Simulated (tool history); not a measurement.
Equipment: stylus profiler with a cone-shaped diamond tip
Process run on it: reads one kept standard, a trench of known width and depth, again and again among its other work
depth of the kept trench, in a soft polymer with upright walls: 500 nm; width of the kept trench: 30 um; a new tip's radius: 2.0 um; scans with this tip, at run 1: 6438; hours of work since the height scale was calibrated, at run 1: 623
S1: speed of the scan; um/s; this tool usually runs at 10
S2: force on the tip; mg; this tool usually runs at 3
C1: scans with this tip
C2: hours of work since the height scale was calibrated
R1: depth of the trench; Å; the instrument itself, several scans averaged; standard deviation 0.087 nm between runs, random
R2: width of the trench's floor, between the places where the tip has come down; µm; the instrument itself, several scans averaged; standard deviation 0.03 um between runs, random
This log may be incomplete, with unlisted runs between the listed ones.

{"run": 1, "hour": 0.0, "S1": 10, "S2": 3, "C1": 6438, "C2": 623, "R1": 5075.3, "R2": 27.04}
{"run": 2, "hour": 38.6, "S1": 10, "S2": 3, "C1": 6628, "C2": 642, "R1": 5073.3, "R2": 27.01}
{"run": 3, "hour": 85.6, "S1": 4, "S2": 3, "C1": 6859, "C2": 664, "R1": 5074.2, "R2": 27.01}
{"run": 4, "hour": 131.9, "S1": 2, "S2": 3, "C1": 7087, "C2": 686, "R1": 5072.1, "R2": 27.01}
{"run": 5, "hour": 166.2, "S1": 10, "S2": 3, "C1": 7256, "C2": 703, "R1": 5074.1, "R2": 26.96}
{"run": 6, "hour": 198.9, "S1": 10, "S2": 3, "C1": 7417, "C2": 718, "R1": 5072.8, "R2": 26.94}
{"run": 7, "hour": 249.5, "S1": 10, "S2": 3, "C1": 7666, "C2": 742, "R1": 5073.1, "R2": 26.96}
{"run": 8, "hour": 282.6, "S1": 10, "S2": 3, "C1": 7829, "C2": 758, "R1": 5073.9, "R2": 26.99}
{"run": 9, "hour": 327.2, "S1": 10, "S2": 3, "C1": 8049, "C2": 779, "R1": 5070.8, "R2": 26.98}
{"run": 10, "hour": 365.5, "S1": 10, "S2": 3, "C1": 8237, "C2": 798, "R1": 5073.3, "R2": 26.95}
{"run": 11, "hour": 394.5, "S1": 2, "S2": 3, "C1": 8380, "C2": 811, "R1": 5072, "R2": 26.95}
{"run": 12, "hour": 433.4, "S1": 10, "S2": 3, "C1": 8572, "C2": 830, "R1": 5071.4, "R2": 26.95}
{"run": 13, "hour": 487.8, "S1": 10, "S2": 3, "C1": 8840, "C2": 856, "R1": 5070.8, "R2": 26.91}
{"run": 14, "hour": 523.2, "S1": 14, "S2": 3, "C1": 9014, "C2": 873, "R1": 5071.4, "R2": 26.82}
{"run": 15, "hour": 566.7, "S1": 14, "S2": 3, "C1": 9228, "C2": 893, "R1": 5071.2, "R2": 26.85}
{"run": 16, "hour": 599.9, "S1": 10, "S2": 4.89, "C1": 9392, "C2": 909, "R1": 5101.3, "R2": 26.93}
{"run": 17, "hour": 636.2, "S1": 10, "S2": 3, "C1": 9571, "C2": 927, "R1": 5069, "R2": 26.87}
{"run": 18, "hour": 668.4, "S1": 10, "S2": 3, "C1": 9729, "C2": 942, "R1": 5071.4, "R2": 26.92}
{"run": 19, "hour": 715.4, "S1": 10, "S2": 3, "C1": 9961, "C2": 964, "R1": 5069.9, "R2": 26.89}
{"run": 20, "hour": 760.6, "S1": 10, "S2": 3, "C1": 10183, "C2": 986, "R1": 5069.4, "R2": 26.86}
{"run": 21, "hour": 785.5, "S1": 10, "S2": 3, "C1": 10305, "C2": 998, "R1": 5069.3, "R2": 26.88}
{"run": 22, "hour": 838.2, "S1": 10, "S2": 3, "C1": 10565, "C2": 1023, "R1": 5069, "R2": 26.89}
{"run": 23, "hour": 867.7, "S1": 10, "S2": 3, "C1": 10711, "C2": 1037, "R1": 5067.7, "R2": 26.79}
{"run": 24, "hour": 895.9, "S1": 3, "S2": 3.58, "C1": 10849, "C2": 1050, "R1": 5079.4, "R2": 26.79}
{"run": 25, "hour": 937.7, "S1": 27, "S2": 1.96, "C1": 11055, "C2": 1070, "R1": 5047.1, "R2": 26.77}
{"hour": 951.2, "done": "height scale calibrated on a step standard"}
{"run": 26, "hour": 976.9, "S1": 27, "S2": 1.96, "C1": 11246, "C2": 12, "R1": 5060.9, "R2": 26.74}
{"run": 27, "hour": 1028.7, "S1": 4, "S2": 5.52, "C1": 11501, "C2": 37, "R1": 5123.9, "R2": 26.85}
{"run": 28, "hour": 1055.3, "S1": 4, "S2": 5.52, "C1": 11632, "C2": 50, "R1": 5126.4, "R2": 26.84}
{"run": 29, "hour": 1095.9, "S1": 10, "S2": 3, "C1": 11832, "C2": 69, "R1": 5083.3, "R2": 26.79}
{"run": 30, "hour": 1128.5, "S1": 10, "S2": 3, "C1": 11992, "C2": 85, "R1": 5082.1, "R2": 26.77}
{"run": 31, "hour": 1162.0, "S1": 2, "S2": 7.69, "C1": 12157, "C2": 100, "R1": 5155.5, "R2": 26.85}
{"run": 32, "hour": 1195.6, "S1": 18, "S2": 6.69, "C1": 12322, "C2": 116, "R1": 5141.5, "R2": 26.76}
{"run": 33, "hour": 1247.7, "S1": 18, "S2": 6.69, "C1": 12579, "C2": 141, "R1": 5139.3, "R2": 26.79}
{"run": 34, "hour": 1287.4, "S1": 18, "S2": 6.69, "C1": 12775, "C2": 160, "R1": 5139.6, "R2": 26.75}
{"run": 35, "hour": 1324.0, "S1": 18, "S2": 1.3, "C1": 12955, "C2": 178, "R1": 5044.8, "R2": 26.66}
{"run": 36, "hour": 1347.7, "S1": 19, "S2": 1.6, "C1": 13071, "C2": 189, "R1": 5052.2, "R2": 26.64}
{"run": 37, "hour": 1391.1, "S1": 25, "S2": 1.32, "C1": 13285, "C2": 210, "R1": 5043.7, "R2": 26.62}
{"run": 38, "hour": 1439.6, "S1": 13, "S2": 1.48, "C1": 13524, "C2": 233, "R1": 5048.1, "R2": 26.69}
{"run": 39, "hour": 1474.0, "S1": 13, "S2": 1.48, "C1": 13693, "C2": 249, "R1": 5047.7, "R2": 26.7}
{"run": 40, "hour": 1505.0, "S1": 4, "S2": 5.79, "C1": 13846, "C2": 264, "R1": 5125.6, "R2": 26.74}
{"run": 41, "hour": 1554.9, "S1": 9, "S2": 2.59, "C1": 14092, "C2": 288, "R1": 5070.8, "R2": 26.7}
{"run": 42, "hour": 1601.5, "S1": 8, "S2": 7.15, "C1": 14321, "C2": 310, "R1": 5146.1, "R2": 26.71}
{"run": 43, "hour": 1644.9, "S1": 8, "S2": 7.15, "C1": 14535, "C2": 331, "R1": 5145.9, "R2": 26.7}
{"run": 44, "hour": 1671.8, "S1": 8, "S2": 7.15, "C1": 14667, "C2": 344, "R1": 5144.3, "R2": 26.67}
{"run": 45, "hour": 1697.2, "S1": 10, "S2": 1.17, "C1": 14793, "C2": 356, "R1": 5037.1, "R2": 26.63}

Across each entry between runs, compare the hidden state at the last listed run before it with the hidden state at the first listed run after it:
In the gap between runs 25 and 26: height scale calibrated on a step standard (hour 951.2)
  radius of the tip, um: 2.71 -> 2.72; height scale over the true one, %: -0.32 -> -0.027
  measured less the result without the state, R1: -16.2 -> -1.4 Å; R2: -0.49 -> -0.5 µm
